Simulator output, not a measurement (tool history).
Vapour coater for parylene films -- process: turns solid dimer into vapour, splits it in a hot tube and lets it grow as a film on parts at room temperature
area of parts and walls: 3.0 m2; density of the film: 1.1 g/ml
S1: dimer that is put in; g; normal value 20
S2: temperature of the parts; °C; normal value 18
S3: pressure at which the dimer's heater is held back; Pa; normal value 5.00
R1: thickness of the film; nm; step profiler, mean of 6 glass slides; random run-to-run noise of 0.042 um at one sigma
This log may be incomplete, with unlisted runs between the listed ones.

| run | hour | S1 | S2 | S3 | R1 |
|---|---|---|---|---|---|
| 1 | 0.0 | 20 | 18 | 5.00 | 4440 |
| 2 | 21.8 | 20 | 18 | 5.00 | 4380 |
| 3 | 54.7 | 20 | 18 | 5.00 | 4420 |
| 4 | 89.6 | 20 | 18 | 5.00 | 4410 |
| 5 | 136.3 | 20 | 18 | 5.00 | 4360 |
| 6 | 169.6 | 20 | 18 | 5.00 | 4390 |
| 7 | 212.2 | 20 | 18 | 5.00 | 4420 |
| 8 | 253.2 | 20 | 14 | 5.00 | 4800 |
| 9 | 286.0 | 20 | 14 | 5.00 | 4760 |
| 10 | 318.9 | 20 | 14 | 5.00 | 4780 |
| 11 | 340.0 | 20 | 18 | 7.17 | 4120 |
| 12 | 379.2 | 20 | 18 | 5.00 | 4350 |
| 13 | 424.5 | 20 | 18 | 5.00 | 4190 |
| 14 | 455.2 | 20 | 18 | 5.00 | 4240 |
| 15 | 492.3 | 18 | 18 | 5.00 | 3810 |
| 16 | 527.0 | 20 | 18 | 5.00 | 4250 |
| 17 | 572.9 | 20 | 14 | 5.00 | 4570 |
| 18 | 614.8 | 20 | 14 | 5.00 | 4630 |
|  | 652.8 | trap's valve overhauled |
| 19 | 661.2 | 20 | 14 | 5.00 | 4940 |
| 20 | 680.7 | 20 | 14 | 5.00 | 4900 |
| 21 | 712.9 | 20 | 14 | 5.00 | 4850 |
| 22 | 747.6 | 20 | 14 | 5.00 | 4890 |
| 23 | 785.3 | 20 | 14 | 5.00 | 4830 |
| 24 | 818.1 | 20 | 13 | 5.00 | 5010 |
| 25 | 859.0 | 22 | 14 | 3.69 | 5470 |
| 26 | 899.2 | 22 | 12 | 7.11 | 5280 |
| 27 | 928.3 | 20 | 11 | 7.11 | 4860 |
| 28 | 968.0 | 13 | 11 | 7.11 | 3140 |
| 29 | 1006.8 | 26 | 22 | 6.00 | 5100 |
| 30 | 1052.7 | 26 | 15 | 8.30 | 5490 |
| 31 | 1096.9 | 20 | 22 | 8.30 | 3700 |
| 32 | 1121.3 | 20 | 22 | 8.30 | 3640 |
| 33 | 1144.0 | 20 | 22 | 8.30 | 3630 |
| 34 | 1173.2 | 10 | 11 | 7.76 | 2350 |
| 35 | 1210.8 | 34 | 21 | 4.71 | 6850 |
| 36 | 1233.5 | 8 | 18 | 2.45 | 1930 |
| 37 | 1253.7 | 20 | 18 | 5.87 | 4170 |
| 38 | 1294.5 | 16 | 18 | 9.04 | 3060 |
| 39 | 1338.2 | 11 | 23 | 5.00 | 2050 |
| 40 | 1376.6 | 15 | 23 | 9.60 | 2530 |
| 41 | 1403.3 | 11 | 25 | 3.08 | 2110 |
| 42 | 1426.8 | 28 | 10 | 3.30 | 7430 |
| 43 | 1455.5 | 30 | 10 | 6.57 | 7190 |
| 44 | 1489.6 | 20 | 17 | 2.46 | 4780 |
|  | 1510.4 | trap's valve overhauled |
| 45 | 1514.6 | 20 | 17 | 2.46 | 5000 |
| 46 | 1538.5 | 19 | 17 | 5.20 | 4300 |
| 47 | 1579.2 | 19 | 17 | 5.20 | 4300 |
| 48 | 1614.8 | 19 | 17 | 5.20 | 4240 |

Forecast each of these 3 alternatives for the next run:
| A | 1644.5 | 10 | 26 | 5.00 | ? |
| B | 1644.5 | 19 | 27 | 5.20 | ? |
| C | 1644.5 | 20 | 18 | 9.19 | ? |

| run | R1 |
|---|---|
| A | 1880 |
| B | 3380 |
| C | 3990 |
Without the tool's hidden state the same runs would have given:
| run | R1 |
|---|---|
| A | 1950 |
| B | 3500 |
| C | 4130 |

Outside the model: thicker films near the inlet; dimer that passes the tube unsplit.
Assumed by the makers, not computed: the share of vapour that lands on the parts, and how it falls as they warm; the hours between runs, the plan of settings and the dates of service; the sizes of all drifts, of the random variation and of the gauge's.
